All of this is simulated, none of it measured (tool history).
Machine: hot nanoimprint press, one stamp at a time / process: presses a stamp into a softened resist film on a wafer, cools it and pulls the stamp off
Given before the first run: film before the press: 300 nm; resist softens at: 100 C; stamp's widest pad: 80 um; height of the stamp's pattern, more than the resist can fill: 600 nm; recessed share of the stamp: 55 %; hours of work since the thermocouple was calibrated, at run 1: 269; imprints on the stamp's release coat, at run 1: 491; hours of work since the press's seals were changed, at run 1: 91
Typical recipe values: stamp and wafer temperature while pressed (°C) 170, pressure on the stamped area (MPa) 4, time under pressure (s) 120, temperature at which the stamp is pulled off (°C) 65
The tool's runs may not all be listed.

run,day,stamp and wafer temperature while pressed (°C),pressure on the stamped area (MPa),time under pressure (s),temperature at which the stamp is pulled off (°C),hours of work since the thermocouple was calibrated,imprints on the stamp's release coat,hours of work since the press's seals were changed,resist left under the stamp's widest pad (Å),greatest force while the stamp is pulled off (N)
1,0,170,4,120,65,269,491,91,1723,147
2,0.304,170,4,120,65,272,515,95,1719,149
3,0.979,170,4,120,65,279,569,102,1744,158
4,1.475,170,4,120,65,285,609,107,1734,157
5,2.008,170,4,82,65,290,652,113,1921,156
6,2.7,170,4,82,65,298,707,120,1937,162
7,3.167,170,4,82,65,303,745,125,1936,165
8,3.454,170,4,120,65,306,768,128,1738,160
9,4.029,170,4,120,65,312,814,135,1731,170
10,4.617,170,4,120,65,318,861,141,1744,166
11,5.104,170,4,120,65,324,900,146,1722,173
12,5.517,170,4,120,65,328,933,151,1724,175
13,6.092,170,4,120,65,334,979,157,1725,173
14,6.638,170,4,120,65,340,1023,163,1734,174
15,7.217,170,4,120,65,346,1069,169,1734,179
16,7.783,170,5.22,92,57,352,1114,175,1658,217
17,8.275,170,5.22,92,57,358,1154,180,1661,212
18,8.608,179,4,120,65,361,1180,184,1232,193
19,9.046,179,4,120,65,366,1216,189,1223,187
20,9.562,161,4,94,53,372,1257,194,2431,235
# day 9.912: plate thermocouple calibrated
21,10.125,178,3.94,94,53,2,1292,199,1329,235
22,10.588,174,4,106,59,7,1329,204,1475,219
23,10.9,176,4,106,59,11,1354,207,1350,221
24,11.275,159,4,188,52,15,1384,211,2163,238
25,11.567,168,3.47,116,70,18,1407,214,1897,174
26,12.067,160,2.53,70,50,23,1448,220,2747,259
27,12.512,160,2.53,70,50,28,1483,224,2718,257
28,13.146,171,5.43,112,72,35,1534,231,1393,173
29,13.788,168,4,98,63,42,1586,238,1893,213

What if the next run were any one of these 3? Each begins from the tool's condition after run 29:
A,14.421,165,3.87,98,64,48,1636,245,?,?
B,14.421,168,4,98,69,48,1636,245,?,?
C,14.421,168,4,98,50,48,1636,245,?,?

run,resist left under the stamp's widest pad (Å),greatest force while the stamp is pulled off (N)
A,2108,210
B,1881,193
C,1876,276
What these runs would have given with no unlogged condition in the tool:
run,resist left under the stamp's widest pad (Å),greatest force while the stamp is pulled off (N)
A,2082,123
B,1854,113
C,1850,161
